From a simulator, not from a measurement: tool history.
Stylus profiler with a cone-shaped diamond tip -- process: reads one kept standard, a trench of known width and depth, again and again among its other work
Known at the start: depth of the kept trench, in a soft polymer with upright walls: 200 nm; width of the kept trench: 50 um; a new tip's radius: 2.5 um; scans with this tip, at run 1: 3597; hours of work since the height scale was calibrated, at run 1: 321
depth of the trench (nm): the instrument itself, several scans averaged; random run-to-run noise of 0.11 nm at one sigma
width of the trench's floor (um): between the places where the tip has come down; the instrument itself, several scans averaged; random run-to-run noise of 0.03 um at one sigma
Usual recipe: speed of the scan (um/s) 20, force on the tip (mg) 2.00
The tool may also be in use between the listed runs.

run	day	speed of the scan (um/s)	force on the tip (mg)	scans with this tip	hours of work since the height scale was calibrated	depth of the trench (nm)	width of the trench's floor (um)
1	0.000	20	2.00	3597	321	201.91	47.86
2	0.617	20	2.00	3709	331	201.61	47.90
3	1.246	20	2.00	3824	341	201.77	47.91
4	1.658	49	2.00	3900	348	201.66	47.82
5	2.117	49	2.00	3984	356	201.85	47.83
6	2.588	20	2.00	4070	363	201.77	47.89
7	3.221	20	2.00	4186	374	201.62	47.90
8	3.558	20	2.00	4248	379	201.77	47.86
9	3.988	20	2.00	4326	386	201.98	47.91
10	4.471	20	2.00	4414	394	202.02	47.92
11	5.162	20	2.00	4541	405	201.85	47.89
12	5.688	20	1.98	4637	414	201.80	47.89
# day 5.779: height scale calibrated on a step standard
13	6.383	30	2.00	4761	10	202.02	47.79
14	7.188	30	2.00	4908	23	202.17	47.87
15	7.950	11	0.92	5047	35	201.52	47.85
# day 8.329: height scale calibrated on a step standard, once more
16	8.475	17	1.51	5139	2	201.11	47.83
17	9.217	10	3.46	5275	15	202.13	47.90
18	9.758	22	1.03	5374	23	200.99	47.87
19	10.088	9	0.80	5435	29	200.97	47.88
20	10.650	9	0.80	5537	38	200.84	47.88
21	11.446	11	2.32	5683	51	201.67	47.89
22	11.800	11	2.32	5748	57	201.83	47.83
23	12.404	66	5.93	5858	67	203.07	47.81

Entry by entry between the runs, the difference in hidden state between the last listed run before and the first listed run after:
After run 12, before run 13: height scale calibrated on a step standard (day 5.779)
  height scale over the true one, %: 0.217 -> 0.276
  what was measured, less what the result would be without the hidden state, depth of the trench (nm): +0.44 -> +0.55; width of the trench's floor (um): -0.12 -> -0.13
After run 15, before run 16: height scale calibrated on a step standard, once more (day 8.329)
  radius of the tip, um: 2.82 -> 2.83; height scale over the true one, %: 0.288 -> 0.023
  what was measured, less what the result would be without the hidden state, depth of the trench (nm): +0.58 -> +0.04; width of the trench's floor (um): -0.12 -> -0.13
